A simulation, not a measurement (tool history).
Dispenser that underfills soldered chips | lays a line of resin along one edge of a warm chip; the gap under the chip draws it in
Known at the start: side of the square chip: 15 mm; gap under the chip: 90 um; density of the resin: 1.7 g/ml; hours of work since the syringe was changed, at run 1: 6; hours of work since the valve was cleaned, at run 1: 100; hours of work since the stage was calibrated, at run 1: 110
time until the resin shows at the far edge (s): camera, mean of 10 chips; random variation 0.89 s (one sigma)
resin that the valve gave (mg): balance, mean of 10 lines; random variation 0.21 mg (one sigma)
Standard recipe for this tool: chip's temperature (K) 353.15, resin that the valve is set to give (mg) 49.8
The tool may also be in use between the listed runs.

run,hour,chip's temperature (K),resin that the valve is set to give (mg),hours of work since the syringe was changed,hours of work since the valve was cleaned,hours of work since the stage was calibrated,time until the resin shows at the far edge (s),resin that the valve gave (mg)
1,0,353.15,49.8,6,100,110,141.2,45.3
# hour 1: new syringe of resin
2,3.6,353.15,49.8,2,103,112,102.4,45.23
3,7.3,353.15,49.8,5,106,115,124.6,44.91
# hour 10.2: new syringe of resin
4,11.1,368.15,49.8,1,108,118,46.4,44.99
# hour 16.5: dispensing valve cleaned and set on the balance
5,18,353.15,48.9,5,1,122,124.8,48.86
# hour 20.2: new syringe of resin
6,24,353.15,48.9,3,6,127,107.6,48.84
# hour 29.3: new syringe of resin
7,29.5,353.15,49.8,0,9,130,86.9,49.65
8,33.5,353.15,56.4,3,13,134,106.6,56.1
# hour 38.2: new syringe of resin
9,38.5,353.15,56.4,0,16,137,86.6,55.54
10,41.1,353.15,45.9,2,18,139,105.1,45.49
11,46.5,353.15,45.9,6,22,143,143.7,45.16
# hour 47.4: new syringe of resin
12,52,362.15,47.8,4,26,147,77,46.8
# hour 56.4: new syringe of resin
13,57.1,358.15,54.5,1,30,151,71.1,52.98
14,62,355.15,44.2,4,34,155,114.6,43.16
# hour 65.3: new syringe of resin
15,66.4,357.15,45,1,37,158,78.1,43.71
16,71.4,350.15,43.3,5,41,162,144.5,42.06
# hour 74.2: new syringe of resin
17,76.5,361.15,51.5,2,44,165,69,49.58

Expected results for the next run?
18,81.9,357.15,49.8,6,49,170,?,?

Run 18 measured time until the resin shows at the far edge (s) 112.7, resin that the valve gave (mg) 47.78.
On a tool with no hidden condition, and with the same random variation, this run would have come out at time until the resin shows at the far edge (s) 69.2, resin that the valve gave (mg) 49.83.

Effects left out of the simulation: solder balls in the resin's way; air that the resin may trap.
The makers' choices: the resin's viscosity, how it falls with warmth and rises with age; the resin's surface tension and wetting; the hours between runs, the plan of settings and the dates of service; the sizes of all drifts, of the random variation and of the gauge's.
